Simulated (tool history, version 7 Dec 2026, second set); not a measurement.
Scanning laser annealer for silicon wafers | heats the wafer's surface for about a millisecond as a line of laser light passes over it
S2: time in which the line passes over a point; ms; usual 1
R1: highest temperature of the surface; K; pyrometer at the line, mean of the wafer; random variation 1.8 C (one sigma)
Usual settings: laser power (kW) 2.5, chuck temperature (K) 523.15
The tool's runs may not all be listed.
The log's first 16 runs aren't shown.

run 17 day=39.217 | laser_power_(kW)=2.5 S2=1 chuck_temperature_(K)=523.15 | R1=1199.15
run 18 day=41.833 | laser_power_(kW)=2.286 S2=1 chuck_temperature_(K)=523.15 | R1=1117.15
run 19 day=44.258 | laser_power_(kW)=2.286 S2=1 chuck_temperature_(K)=523.15 | R1=1114.15
run 20 day=47.4 | laser_power_(kW)=2.286 S2=1 chuck_temperature_(K)=523.15 | R1=1111.15
-- day=47.688 laser's power meter calibrated
run 21 day=49.054 | laser_power_(kW)=2.286 S2=1 chuck_temperature_(K)=523.15 | R1=1106.15
run 22 day=51.688 | laser_power_(kW)=2.5 S2=1 chuck_temperature_(K)=500.15 | R1=1155.15
-- day=53.25 laser's power meter calibrated, once more
-- day=54.492 optics aligned, line set to its width
run 23 day=54.621 | laser_power_(kW)=2.28 S2=0.9 chuck_temperature_(K)=526.15 | R1=1099.15
run 24 day=57.054 | laser_power_(kW)=2.138 S2=1 chuck_temperature_(K)=535.15 | R1=1086.15
run 25 day=59.167 | laser_power_(kW)=2.589 S2=0.83 chuck_temperature_(K)=523.15 | R1=1170.15
-- day=60.208 window over the wafer cleaned
run 26 day=61.188 | laser_power_(kW)=2.589 S2=0.83 chuck_temperature_(K)=523.15 | R1=1197.15
run 27 day=62.938 | laser_power_(kW)=2.34 S2=1 chuck_temperature_(K)=487.15 | R1=1131.15
run 28 day=65.267 | laser_power_(kW)=2.416 S2=1 chuck_temperature_(K)=492.15 | R1=1160.15
run 29 day=67.658 | laser_power_(kW)=2.5 S2=0.94 chuck_temperature_(K)=487.15 | R1=1163.15
run 30 day=70.167 | laser_power_(kW)=2.5 S2=0.94 chuck_temperature_(K)=487.15 | R1=1155.15
run 31 day=72.129 | laser_power_(kW)=2.5 S2=0.94 chuck_temperature_(K)=487.15 | R1=1157.15
run 32 day=74.092 | laser_power_(kW)=2.375 S2=1.23 chuck_temperature_(K)=508.15 | R1=1217.15
run 33 day=76.683 | laser_power_(kW)=2.375 S2=1.23 chuck_temperature_(K)=508.15 | R1=1212.15
run 34 day=78.583 | laser_power_(kW)=2.715 S2=0.73 chuck_temperature_(K)=523.15 | R1=1176.15
run 35 day=80.262 | laser_power_(kW)=2.303 S2=0.85 chuck_temperature_(K)=523.15 | R1=1089.15
run 36 day=83.258 | laser_power_(kW)=2.696 S2=0.87 chuck_temperature_(K)=532.15 | R1=1231.15
run 37 day=85.6 | laser_power_(kW)=2.696 S2=0.87 chuck_temperature_(K)=532.15 | R1=1227.15
run 38 day=89.146 | laser_power_(kW)=2.5 S2=0.76 chuck_temperature_(K)=523.15 | R1=1107.15
-- day=89.675 window over the wafer cleaned
run 39 day=91.721 | laser_power_(kW)=2.127 S2=0.95 chuck_temperature_(K)=562.15 | R1=1114.15
run 40 day=93.621 | laser_power_(kW)=2.127 S2=1.2 chuck_temperature_(K)=511.15 | R1=1119.15
run 41 day=95.208 | laser_power_(kW)=2.327 S2=0.75 chuck_temperature_(K)=503.15 | R1=1054.15

4 ways to go on from here, each from the tool as it stands after run 41. What would each give?
run A day=97.8 | laser_power_(kW)=2.468 S2=0.78 chuck_temperature_(K)=523.15 | R1=?
run B day=97.8 | laser_power_(kW)=2.647 S2=0.9 chuck_temperature_(K)=503.15 | R1=?
run C day=97.8 | laser_power_(kW)=2.327 S2=0.75 chuck_temperature_(K)=556.15 | R1=?
run D day=97.8 | laser_power_(kW)=2.327 S2=0.75 chuck_temperature_(K)=489.15 | R1=?

run=A R1=1125.15
run=B R1=1212.15
run=C R1=1103.15
run=D R1=1039.15
Without the tool's hidden state the same runs would have given:
run=A R1=1143.15
run=B R1=1233.15
run=C R1=1120.15
run=D R1=1055.15

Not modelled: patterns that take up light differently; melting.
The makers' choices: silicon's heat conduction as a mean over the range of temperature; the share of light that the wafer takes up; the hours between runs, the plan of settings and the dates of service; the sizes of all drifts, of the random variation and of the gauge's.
